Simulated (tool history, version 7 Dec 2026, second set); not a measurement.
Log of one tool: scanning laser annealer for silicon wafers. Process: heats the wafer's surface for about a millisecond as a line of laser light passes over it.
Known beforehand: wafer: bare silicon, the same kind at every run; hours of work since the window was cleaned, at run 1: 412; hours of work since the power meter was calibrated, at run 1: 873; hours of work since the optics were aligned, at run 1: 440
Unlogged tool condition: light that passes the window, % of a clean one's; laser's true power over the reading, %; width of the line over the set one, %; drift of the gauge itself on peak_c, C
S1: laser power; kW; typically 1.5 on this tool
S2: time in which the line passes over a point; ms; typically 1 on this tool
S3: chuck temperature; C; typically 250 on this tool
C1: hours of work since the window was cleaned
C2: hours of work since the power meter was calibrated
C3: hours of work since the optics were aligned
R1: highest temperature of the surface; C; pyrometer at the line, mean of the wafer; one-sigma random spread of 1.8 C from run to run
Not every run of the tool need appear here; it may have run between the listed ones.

Run 1, day 0: usual settings; C1 412; C2 873; C3 440. Result: R1 1021 C.
Run 2, day 1.275: usual settings but S3 245 C; C1 434; C2 895; C3 462. Result: R1 1016 C.
Run 3, day 1.825: usual settings but S3 245 C; C1 444; C2 905; C3 471. Result: R1 1014 C.
Run 4, day 2.542: usual settings but S3 245 C; C1 456; C2 917; C3 484. Result: R1 1014 C.
Run 5, day 3.629: usual settings but S3 245 C; C1 475; C2 936; C3 502. Result: R1 1014 C.
Run 6, day 4.521: usual settings but S3 245 C; C1 490; C2 951; C3 518. Result: R1 1012 C.
Run 7, day 5.379: usual settings but S3 245 C; C1 505; C2 966; C3 532. Result: R1 1011 C.
Run 8, day 5.979: usual settings but S3 245 C; C1 515; C2 976; C3 543. Result: R1 1015 C.
Run 9, day 6.888: usual settings but S3 245 C; C1 531; C2 992; C3 558. Result: R1 1012 C.
Run 10, day 7.642: usual settings but S1 1.64 kW; C1 544; C2 1005; C3 571. Result: R1 1088 C.
Run 11, day 8.733: usual settings; C1 562; C2 1024; C3 590. Result: R1 1017 C.
Run 12, day 9.829: usual settings; C1 581; C2 1042; C3 609. Result: R1 1016 C.
Run 13, day 10.854: usual settings but S1 1.572 kW, S2 0.81 ms, S3 274 C; C1 599; C2 1060; C3 627. Result: R1 995 C.
Run 14, day 11.558: usual settings but S1 1.318 kW, S2 0.81 ms, S3 224 C; C1 611; C2 1072; C3 639. Result: R1 823 C.
Run 15, day 12.396: usual settings but S1 1.517 kW, S3 223 C; C1 625; C2 1086; C3 653. Result: R1 992 C.
Run 16, day 13.396: usual settings but S1 1.416 kW, S2 0.94 ms, S3 273 C; C1 643; C2 1104; C3 670. Result: R1 967 C.
Run 17, day 14.467: usual settings but S1 1.424 kW, S2 0.93 ms, S3 218 C; C1 661; C2 1122; C3 689. Result: R1 916 C.
Run 18, day 15.162: usual settings but S1 1.529 kW, S2 1.15 ms, S3 228 C; C1 673; C2 1134; C3 701. Result: R1 1062 C.
Run 19, day 15.788: usual settings but S1 1.618 kW, S2 1.15 ms, S3 253 C; C1 684; C2 1145; C3 711. Result: R1 1136 C.
Run 20, day 16.4: usual settings but S1 1.618 kW, S2 1.15 ms, S3 253 C; C1 694; C2 1155; C3 722. Result: R1 1134 C.
Run 21, day 17.496: usual settings but S1 1.618 kW, S2 1.15 ms, S3 253 C; C1 713; C2 1174; C3 741. Result: R1 1135 C.
Run 22, day 18.767: usual settings but S1 1.618 kW, S2 1.15 ms, S3 253 C; C1 735; C2 1196; C3 763. Result: R1 1134 C.
Run 23, day 19.3: usual settings but S1 1.618 kW, S2 1.15 ms, S3 253 C; C1 744; C2 1205; C3 772. Result: R1 1134 C.
Run 24, day 20.488: usual settings but S1 1.287 kW, S2 0.89 ms, S3 211 C; C1 765; C2 1226; C3 792. Result: R1 819 C.

Below are 3 alternative next runs, each starting from the tool's condition after run 24. Predict each:
Run A, day 21.667: usual settings but S1 1.447 kW, S3 234 C; C1 785; C2 1246; C3 813. Result: R1 ?.
Run B, day 21.667: usual settings but S1 1.367 kW, S2 0.82 ms, S3 264 C; C1 785; C2 1246; C3 813. Result: R1 ?.
Run C, day 21.667: usual settings but S3 265 C; C1 785; C2 1246; C3 813. Result: R1 ?.

run    R1
  A   966
  B   885
  C  1023
With no hidden state in the tool, these same runs would have given:
run    R1
  A  1000
  B   914
  C  1058
